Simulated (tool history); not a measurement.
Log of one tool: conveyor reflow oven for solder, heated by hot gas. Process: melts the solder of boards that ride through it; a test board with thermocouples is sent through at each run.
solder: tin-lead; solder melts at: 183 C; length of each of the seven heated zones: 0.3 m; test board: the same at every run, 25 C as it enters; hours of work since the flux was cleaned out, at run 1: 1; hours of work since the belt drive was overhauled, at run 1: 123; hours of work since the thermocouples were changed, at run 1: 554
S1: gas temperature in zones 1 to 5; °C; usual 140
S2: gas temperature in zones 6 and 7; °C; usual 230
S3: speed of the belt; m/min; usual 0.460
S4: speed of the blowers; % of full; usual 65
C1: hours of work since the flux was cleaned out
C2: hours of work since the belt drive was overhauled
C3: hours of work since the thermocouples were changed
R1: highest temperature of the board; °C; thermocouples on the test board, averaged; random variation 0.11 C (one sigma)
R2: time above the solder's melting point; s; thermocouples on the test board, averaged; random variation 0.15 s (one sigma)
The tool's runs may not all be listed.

| run | hour | S1 | S2 | S3 | S4 | C1 | C2 | C3 | R1 | R2 |
|---|---|---|---|---|---|---|---|---|---|---|
| 1 | 0.0 | 140 | 230 | 0.460 | 65 | 1 | 123 | 554 | 208.9 | 50.2 |
| 2 | 25.3 | 140 | 230 | 0.460 | 65 | 18 | 141 | 572 | 208.7 | 50.2 |
| 3 | 60.9 | 140 | 230 | 0.460 | 50 | 44 | 166 | 598 | 201.3 | 39.1 |
| 4 | 98.8 | 140 | 230 | 0.460 | 74 | 71 | 193 | 624 | 212.0 | 54.1 |
| 5 | 124.6 | 140 | 230 | 0.460 | 74 | 89 | 211 | 643 | 212.2 | 54.2 |
| 6 | 162.6 | 140 | 230 | 0.460 | 87 | 116 | 238 | 670 | 215.7 | 58.4 |
| 7 | 185.1 | 140 | 230 | 0.460 | 65 | 132 | 254 | 686 | 208.7 | 50.2 |
| 8 | 203.9 | 140 | 230 | 0.460 | 65 | 145 | 267 | 699 | 208.7 | 50.1 |
|  | 231.9 | thermocouples of zones 6 and 7 changed |
| 9 | 242.4 | 140 | 230 | 0.460 | 65 | 171 | 293 | 7 | 208.7 | 50.0 |
| 10 | 279.0 | 140 | 230 | 0.460 | 65 | 197 | 319 | 33 | 208.7 | 50.2 |
| 11 | 300.5 | 140 | 230 | 0.460 | 65 | 212 | 334 | 49 | 208.5 | 50.2 |
| 12 | 317.9 | 140 | 238 | 0.460 | 65 | 224 | 347 | 61 | 215.2 | 56.3 |
| 13 | 339.1 | 140 | 230 | 0.460 | 65 | 239 | 362 | 76 | 208.6 | 50.0 |
|  | 360.5 | flux residue cleaned out of gas plates and filters |
| 14 | 363.6 | 140 | 230 | 0.460 | 65 | 2 | 375 | 90 | 208.8 | 50.4 |
| 15 | 385.8 | 140 | 230 | 0.460 | 65 | 18 | 391 | 105 | 208.8 | 50.4 |
| 16 | 409.1 | 130 | 221 | 0.460 | 65 | 34 | 408 | 122 | 199.3 | 35.0 |
| 17 | 442.0 | 126 | 224 | 0.460 | 64 | 58 | 431 | 145 | 200.3 | 35.2 |
| 18 | 458.5 | 140 | 240 | 0.460 | 65 | 69 | 443 | 157 | 216.8 | 57.8 |
| 19 | 491.3 | 142 | 240 | 0.477 | 64 | 93 | 466 | 180 | 215.4 | 54.8 |
| 20 | 519.6 | 142 | 240 | 0.477 | 64 | 113 | 486 | 200 | 215.4 | 54.8 |
| 21 | 540.9 | 142 | 240 | 0.477 | 64 | 128 | 501 | 215 | 215.4 | 54.8 |
| 22 | 559.1 | 142 | 240 | 0.477 | 64 | 141 | 514 | 228 | 215.4 | 54.8 |
| 23 | 591.7 | 129 | 230 | 0.455 | 65 | 164 | 537 | 251 | 206.8 | 44.4 |
| 24 | 627.4 | 129 | 230 | 0.455 | 65 | 189 | 562 | 277 | 206.7 | 44.6 |
| 25 | 661.7 | 140 | 230 | 0.374 | 65 | 213 | 586 | 301 | 215.5 | 71.5 |
| 26 | 690.3 | 140 | 230 | 0.374 | 65 | 234 | 607 | 321 | 215.3 | 71.3 |
|  | 717.7 | flux residue cleaned out of gas plates and filters |
| 27 | 720.5 | 140 | 230 | 0.374 | 65 | 2 | 625 | 339 | 215.2 | 71.4 |
| 28 | 744.4 | 149 | 245 | 0.381 | 76 | 19 | 642 | 356 | 232.5 | 87.4 |
| 29 | 775.7 | 149 | 245 | 0.381 | 76 | 41 | 664 | 378 | 232.6 | 87.2 |
| 30 | 800.7 | 145 | 230 | 0.460 | 65 | 59 | 681 | 396 | 210.0 | 53.3 |

Hidden state at the last listed run before each entry between runs and at the first one after, where it differs:
Between runs 8 and 9: thermocouples of zones 6 and 7 changed (hour 231.9)
  true gas temperature in zones 6 and 7 over the reading, C: 0.02 -> 0
Between runs 13 and 14: flux residue cleaned out of gas plates and filters (hour 360.5)
  heat that the gas passes to the board, % of a clean oven's: 99.8 -> 100
Between runs 26 and 27: flux residue cleaned out of gas plates and filters (hour 717.7)
  heat that the gas passes to the board, % of a clean oven's: 99.8 -> 100

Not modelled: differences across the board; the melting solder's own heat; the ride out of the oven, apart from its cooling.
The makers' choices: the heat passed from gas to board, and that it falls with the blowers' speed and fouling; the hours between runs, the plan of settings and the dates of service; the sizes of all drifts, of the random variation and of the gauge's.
